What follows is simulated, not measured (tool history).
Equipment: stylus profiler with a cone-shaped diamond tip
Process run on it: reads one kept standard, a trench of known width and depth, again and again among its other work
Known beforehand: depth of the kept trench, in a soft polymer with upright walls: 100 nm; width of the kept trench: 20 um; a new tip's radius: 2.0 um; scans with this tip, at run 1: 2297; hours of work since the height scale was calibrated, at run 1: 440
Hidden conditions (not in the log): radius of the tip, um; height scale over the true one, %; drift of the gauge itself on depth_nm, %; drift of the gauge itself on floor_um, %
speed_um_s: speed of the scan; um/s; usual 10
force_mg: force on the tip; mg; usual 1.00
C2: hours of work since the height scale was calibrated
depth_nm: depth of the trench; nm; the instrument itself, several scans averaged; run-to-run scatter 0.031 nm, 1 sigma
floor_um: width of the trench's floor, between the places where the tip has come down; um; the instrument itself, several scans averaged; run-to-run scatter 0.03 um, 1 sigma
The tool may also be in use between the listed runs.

Run 1, hour 0.0: usual settings; scans with this tip 2297; C2 440. Result: depth_nm 100.68 nm, floor_um 18.44 um.
Run 2, hour 11.4: usual settings; scans with this tip 2342; C2 449. Result: depth_nm 100.67 nm, floor_um 18.44 um.
Run 3, hour 24.9: usual settings; scans with this tip 2396; C2 459. Result: depth_nm 100.69 nm, floor_um 18.47 um.
Run 4, hour 39.7: usual settings; scans with this tip 2454; C2 471. Result: depth_nm 100.66 nm, floor_um 18.43 um.
Run 5, hour 49.6: usual settings; scans with this tip 2494; C2 478. Result: depth_nm 100.69 nm, floor_um 18.40 um.
At hour 50.9: height scale calibrated on a step standard.
Run 6, hour 58.3: usual settings but force_mg 0.47 mg; scans with this tip 2526; C2 6. Result: depth_nm 100.22 nm, floor_um 18.38 um.
Run 7, hour 68.2: usual settings but speed_um_s 3 um/s, force_mg 0.47 mg; scans with this tip 2566; C2 13. Result: depth_nm 100.21 nm, floor_um 18.45 um.
Run 8, hour 78.3: usual settings but speed_um_s 5 um/s, force_mg 0.40 mg; scans with this tip 2606; C2 21. Result: depth_nm 100.22 nm, floor_um 18.44 um.
Run 9, hour 88.7: usual settings but speed_um_s 5 um/s, force_mg 0.40 mg; scans with this tip 2647; C2 29. Result: depth_nm 100.16 nm, floor_um 18.39 um.
Run 10, hour 100.7: usual settings but speed_um_s 5 um/s, force_mg 0.40 mg; scans with this tip 2695; C2 38. Result: depth_nm 100.22 nm, floor_um 18.38 um.
Run 11, hour 109.8: usual settings but speed_um_s 17 um/s, force_mg 0.72 mg; scans with this tip 2731; C2 45. Result: depth_nm 100.42 nm, floor_um 18.39 um.
At hour 125.3: height scale calibrated on a step standard, once more.
Run 12, hour 126.0: usual settings but speed_um_s 17 um/s, force_mg 0.72 mg; scans with this tip 2793; C2 1. Result: depth_nm 100.75 nm, floor_um 18.36 um.
Run 13, hour 135.9: usual settings but speed_um_s 17 um/s, force_mg 0.72 mg; scans with this tip 2833; C2 8. Result: depth_nm 100.76 nm, floor_um 18.34 um.

Branching from run 13: 3 alternative next runs. What would each branch give?
Run A, hour 147.0: usual settings but speed_um_s 17 um/s, force_mg 0.48 mg; scans with this tip 2877; C2 17. Result: depth_nm ?, floor_um ?.
Run B, hour 147.0: usual settings but speed_um_s 2 um/s, force_mg 0.72 mg; scans with this tip 2877; C2 17. Result: depth_nm ?, floor_um ?.
Run C, hour 147.0: usual settings but speed_um_s 40 um/s, force_mg 2.75 mg; scans with this tip 2877; C2 17. Result: depth_nm ?, floor_um ?.

run  depth_nm  floor_um
  A    100.57     18.30
  B    100.76     18.41
  C    101.84     18.33
With no hidden state in the tool, these same runs would have given:
run  depth_nm  floor_um
  A    100.56     18.62
  B    100.76     18.72
  C    101.84     18.65
